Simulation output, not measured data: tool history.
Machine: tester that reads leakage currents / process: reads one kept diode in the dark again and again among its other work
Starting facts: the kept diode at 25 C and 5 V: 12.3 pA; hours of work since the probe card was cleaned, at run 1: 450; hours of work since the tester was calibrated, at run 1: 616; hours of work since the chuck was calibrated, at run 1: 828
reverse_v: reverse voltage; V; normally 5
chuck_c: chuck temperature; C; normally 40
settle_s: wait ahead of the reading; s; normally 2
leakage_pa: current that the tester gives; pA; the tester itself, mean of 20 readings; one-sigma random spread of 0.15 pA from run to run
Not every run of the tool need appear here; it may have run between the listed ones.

run,hour,reverse_v,chuck_c,settle_s,hours of work since the probe card was cleaned,hours of work since the tester was calibrated,hours of work since the chuck was calibrated,leakage_pa
1,0,5,40,2,450,616,828,43.81
2,196.8,5,40,2,568,734,945,43.4
3,333.3,5,40,2,649,815,1027,42.83
# hour 450.3: chuck's temperature calibrated
4,500.1,5,40,2,747,913,30,41.01
5,618.2,5,40,2,818,984,100,40.81
# hour 732.4: chuck's temperature calibrated, once more
6,816.1,5,29,2,935,1101,50,20.82
7,968.3,5,29,2,1025,1191,141,20.68
8,1075,5,29,2,1089,1255,204,20.8
# hour 1182.2: probe card cleaned and baked
9,1225.5,5,29,2,26,1343,292,17.98
10,1362.6,5,40,0.7,108,1425,374,47.74
11,1538.9,5,40,2,213,1530,479,45.99
12,1642.5,3.68,40,2,275,1592,541,38.18
13,1819.5,5,33,2,380,1697,646,25.07
14,1950.7,5,33,2,458,1776,725,25.03
15,2072.3,5,33,2,531,1848,797,24.96
16,2270.8,5,40,2.05,649,1966,916,44.22
17,2378.6,5,40,2.05,713,2031,980,43.95
18,2520.4,5,40,2.05,798,2115,1064,43.52
# hour 2567.5: chuck's temperature calibrated
19,2710.5,5,55,2,910,2227,85,162.01
20,2848.1,5,55,2,992,2310,167,160.36
21,2956.4,5,55,2,1057,2374,232,159.17
22,3062.8,5,32,2,1120,2438,295,25.67
# hour 3103.8: probe card cleaned and baked
23,3193.7,14.2,40,4.07,54,2514,372,81.72
24,3315,4.47,51,1,126,2586,444,105.53
25,3511.4,4.47,51,1,243,2703,561,104.37
26,3612.8,4.47,51,1,304,2764,622,104.47
27,3720.2,4.47,51,1,368,2828,686,103.35
# hour 3871: tester calibrated
28,3887.6,6.84,59,6.78,466,10,784,235.35
29,3974.1,6.77,29,0.63,518,61,836,23.08
30,4131.4,3.54,54,9.72,612,155,930,109.63
31,4224.9,5,59,3.51,667,211,985,193.65
# hour 4410.2: chuck's temperature calibrated
32,4416.7,18.63,40,2.49,781,324,4,105.66
33,4546.5,17.77,27,2.97,858,402,81,37.73
34,4711.5,1.06,31,2.35,956,500,180,9.56
35,4813.4,2.31,31,2.35,1017,561,240,14.69
36,4985.3,3.58,22,0.47,1120,663,343,11.18
# hour 5036.7: probe card cleaned and baked
37,5126.1,2.14,46,3.21,53,745,425,46.64
38,5252.9,2.14,32,0.46,129,821,501,15.09
39,5416.4,8.93,56,0.66,226,919,598,225.64

Consider 3 possible next runs. They are alternatives, not a sequence: every one starts from the tool as it was left by run 39. What does each give?
A,5581.7,5,59,0.35,325,1017,697,?
B,5581.7,1.57,53,6.42,325,1017,697,?
C,5581.7,1.2,56,1.87,325,1017,697,?

run,leakage_pa
A,204.88
B,66.33
C,72.03
Stripped of hidden state, with their random variation kept, the same runs would have yielded:
run,leakage_pa
A,223.72
B,72.83
C,79.01
